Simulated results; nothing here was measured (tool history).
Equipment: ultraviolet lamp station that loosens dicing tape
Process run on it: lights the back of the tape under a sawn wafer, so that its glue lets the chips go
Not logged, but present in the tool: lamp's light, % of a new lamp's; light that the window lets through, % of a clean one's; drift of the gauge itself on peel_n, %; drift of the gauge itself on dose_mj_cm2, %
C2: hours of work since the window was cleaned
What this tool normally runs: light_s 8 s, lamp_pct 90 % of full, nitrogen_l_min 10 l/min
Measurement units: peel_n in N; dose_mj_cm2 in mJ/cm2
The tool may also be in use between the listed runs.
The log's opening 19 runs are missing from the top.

run 20 hour=173.4 | light_s=8 lamp_pct=90 nitrogen_l_min=8 | hours_of_work_of_the_lamp=94 C2=17 | peel_n=1.403 dose_mj_cm2=259
run 21 hour=181.5 | light_s=8 lamp_pct=90 nitrogen_l_min=8 | hours_of_work_of_the_lamp=97 C2=21 | peel_n=1.431 dose_mj_cm2=263
run 22 hour=192.9 | light_s=8 lamp_pct=90 nitrogen_l_min=8 | hours_of_work_of_the_lamp=102 C2=26 | peel_n=1.405 dose_mj_cm2=262
run 23 hour=203.3 | light_s=5 lamp_pct=83 nitrogen_l_min=9 | hours_of_work_of_the_lamp=107 C2=30 | peel_n=3.117 dose_mj_cm2=154
run 24 hour=209.4 | light_s=6 lamp_pct=79 nitrogen_l_min=12 | hours_of_work_of_the_lamp=109 C2=33 | peel_n=2.494 dose_mj_cm2=168
run 25 hour=221.8 | light_s=15 lamp_pct=81 nitrogen_l_min=12 | hours_of_work_of_the_lamp=115 C2=38 | peel_n=0.366 dose_mj_cm2=438
run 26 hour=231.4 | light_s=15 lamp_pct=81 nitrogen_l_min=12 | hours_of_work_of_the_lamp=119 C2=42 | peel_n=0.376 dose_mj_cm2=436
run 27 hour=238.8 | light_s=8 lamp_pct=89 nitrogen_l_min=6 | hours_of_work_of_the_lamp=122 C2=46 | peel_n=1.715 dose_mj_cm2=256
run 28 hour=245.8 | light_s=6 lamp_pct=99 nitrogen_l_min=10 | hours_of_work_of_the_lamp=125 C2=49 | peel_n=1.845 dose_mj_cm2=211
run 29 hour=252.2 | light_s=6 lamp_pct=99 nitrogen_l_min=10 | hours_of_work_of_the_lamp=128 C2=52 | peel_n=1.816 dose_mj_cm2=211
run 30 hour=264.2 | light_s=10 lamp_pct=99 nitrogen_l_min=10 | hours_of_work_of_the_lamp=133 C2=57 | peel_n=0.653 dose_mj_cm2=350
run 31 hour=273.9 | light_s=10 lamp_pct=99 nitrogen_l_min=18 | hours_of_work_of_the_lamp=138 C2=61 | peel_n=0.512 dose_mj_cm2=347
run 32 hour=279.6 | light_s=8 lamp_pct=64 nitrogen_l_min=10 | hours_of_work_of_the_lamp=140 C2=64 | peel_n=2.371 dose_mj_cm2=187
run 33 hour=291.6 | light_s=14 lamp_pct=64 nitrogen_l_min=11 | hours_of_work_of_the_lamp=146 C2=69 | peel_n=0.768 dose_mj_cm2=315
run 34 hour=297 | light_s=8 lamp_pct=72 nitrogen_l_min=15 | hours_of_work_of_the_lamp=148 C2=71 | peel_n=1.725 dose_mj_cm2=203

Branching from run 34: 5 alternative next runs. What would each branch give?
run A hour=307 | light_s=6 lamp_pct=72 nitrogen_l_min=19 | hours_of_work_of_the_lamp=152 C2=76 | peel_n=? dose_mj_cm2=?
run B hour=307 | light_s=6 lamp_pct=97 nitrogen_l_min=7 | hours_of_work_of_the_lamp=152 C2=76 | peel_n=? dose_mj_cm2=?
run C hour=307 | light_s=8 lamp_pct=81 nitrogen_l_min=10 | hours_of_work_of_the_lamp=152 C2=76 | peel_n=? dose_mj_cm2=?
run D hour=307 | light_s=7 lamp_pct=62 nitrogen_l_min=6 | hours_of_work_of_the_lamp=152 C2=76 | peel_n=? dose_mj_cm2=?
run E hour=307 | light_s=13 lamp_pct=89 nitrogen_l_min=6 | hours_of_work_of_the_lamp=152 C2=76 | peel_n=? dose_mj_cm2=?

run=A peel_n=2.516 dose_mj_cm2=151
run=B peel_n=2.355 dose_mj_cm2=206
run=C peel_n=1.642 dose_mj_cm2=230
run=D peel_n=3.571 dose_mj_cm2=149
run=E peel_n=0.652 dose_mj_cm2=404
What these runs would have given with no unlogged condition in the tool:
run=A peel_n=2.241 dose_mj_cm2=163
run=B peel_n=2.083 dose_mj_cm2=222
run=C peel_n=1.422 dose_mj_cm2=248
run=D peel_n=3.262 dose_mj_cm2=162
run=E peel_n=0.551 dose_mj_cm2=437
